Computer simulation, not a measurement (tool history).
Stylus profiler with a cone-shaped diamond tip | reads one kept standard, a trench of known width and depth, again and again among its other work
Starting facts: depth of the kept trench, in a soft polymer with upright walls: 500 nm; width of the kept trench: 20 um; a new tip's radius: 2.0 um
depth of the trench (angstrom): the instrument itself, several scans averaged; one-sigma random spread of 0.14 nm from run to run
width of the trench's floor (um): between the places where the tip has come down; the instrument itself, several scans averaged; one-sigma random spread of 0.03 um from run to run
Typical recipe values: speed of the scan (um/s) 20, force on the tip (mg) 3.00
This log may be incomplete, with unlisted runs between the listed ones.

run	hour	speed of the scan (um/s)	force on the tip (mg)	depth of the trench (angstrom)	width of the trench's floor (um)
1	0.0	20	3.00	5066.1	17.32
2	18.9	20	3.00	5064.6	17.30
3	30.2	20	4.63	5086.5	17.31
4	50.7	20	4.63	5084.5	17.34
5	68.7	20	4.63	5085.9	17.32
6	92.5	20	4.63	5085.0	17.36
# hour 94.7: height scale calibrated on a step standard
7	112.2	20	4.63	5086.4	17.32
8	122.5	20	4.63	5086.8	17.29
9	146.5	20	1.31	5035.0	17.22
# hour 153.4: height scale calibrated on a step standard, once more
10	163.1	47	1.31	5038.3	17.10

Run 11 comes next. What will it give?
11	181.5	16	3.39	?	?

{"run 11": {"depth of the trench (angstrom)": 5070.8, "width of the trench's floor (um)": 17.28}}
Were there no unlogged condition in the tool, this run, its random variation unchanged, would have produced depth of the trench (angstrom) 5072.3, width of the trench's floor (um) 17.32.

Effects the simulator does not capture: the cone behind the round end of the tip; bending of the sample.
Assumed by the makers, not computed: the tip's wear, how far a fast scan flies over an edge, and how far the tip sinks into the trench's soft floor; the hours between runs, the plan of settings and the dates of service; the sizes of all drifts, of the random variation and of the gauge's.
